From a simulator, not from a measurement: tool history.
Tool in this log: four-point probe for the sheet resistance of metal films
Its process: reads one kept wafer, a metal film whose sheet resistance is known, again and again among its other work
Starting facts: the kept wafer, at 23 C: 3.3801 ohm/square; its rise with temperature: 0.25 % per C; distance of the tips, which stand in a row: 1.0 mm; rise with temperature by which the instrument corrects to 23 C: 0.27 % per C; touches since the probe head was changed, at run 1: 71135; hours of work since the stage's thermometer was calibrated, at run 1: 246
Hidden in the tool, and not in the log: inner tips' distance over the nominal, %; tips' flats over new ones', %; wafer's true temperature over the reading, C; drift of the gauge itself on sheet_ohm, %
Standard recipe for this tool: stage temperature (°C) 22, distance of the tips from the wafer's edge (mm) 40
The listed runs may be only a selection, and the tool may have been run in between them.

run   hour  stage temperature (°C)  distance of the tips from the wafer's edge (mm)  touches since the probe head was changed  hours of work since the stage's thermometer was calibrated  sheet resistance as the instrument gives it (ohm/square)
  1    0.0                      22                                               40                                     71135                                                         246                                                  3.381843
  2  111.0                      22                                               40                                     73040                                                         316                                                  3.381425
  3  207.1                      22                                               40                                     74690                                                         376                                                  3.382091
  4  258.6                      32                                               40                                     75576                                                         409                                                  3.376860
  5  315.7                      32                                               40                                     76556                                                         445                                                  3.375849
  6  364.0                      22                                               40                                     77384                                                         475                                                  3.381994
  7  415.0                      22                                               40                                     78260                                                         507                                                  3.381644
  8  477.6                      22                                               29                                     79334                                                         547                                                  3.383187
  9  573.8                      24                                               27                                     80987                                                         607                                                  3.382257
 10  631.0                      24                                               27                                     81970                                                         644                                                  3.382105
 11  685.5                      24                                               27                                     82905                                                         678                                                  3.381554
 12  755.8                      20                                               11                                     84112                                                         722                                                  3.397138

What does the tool deliver on the next run?
 13  830.4                      34                                               11                                     85393                                                         769                                                         ?

{"run 13": {"sheet resistance as the instrument gives it (ohm/square)": 3.389095}}
On a tool with no hidden condition, and with the same random variation, this run would have come out at sheet resistance as the instrument gives it (ohm/square) 3.388892.
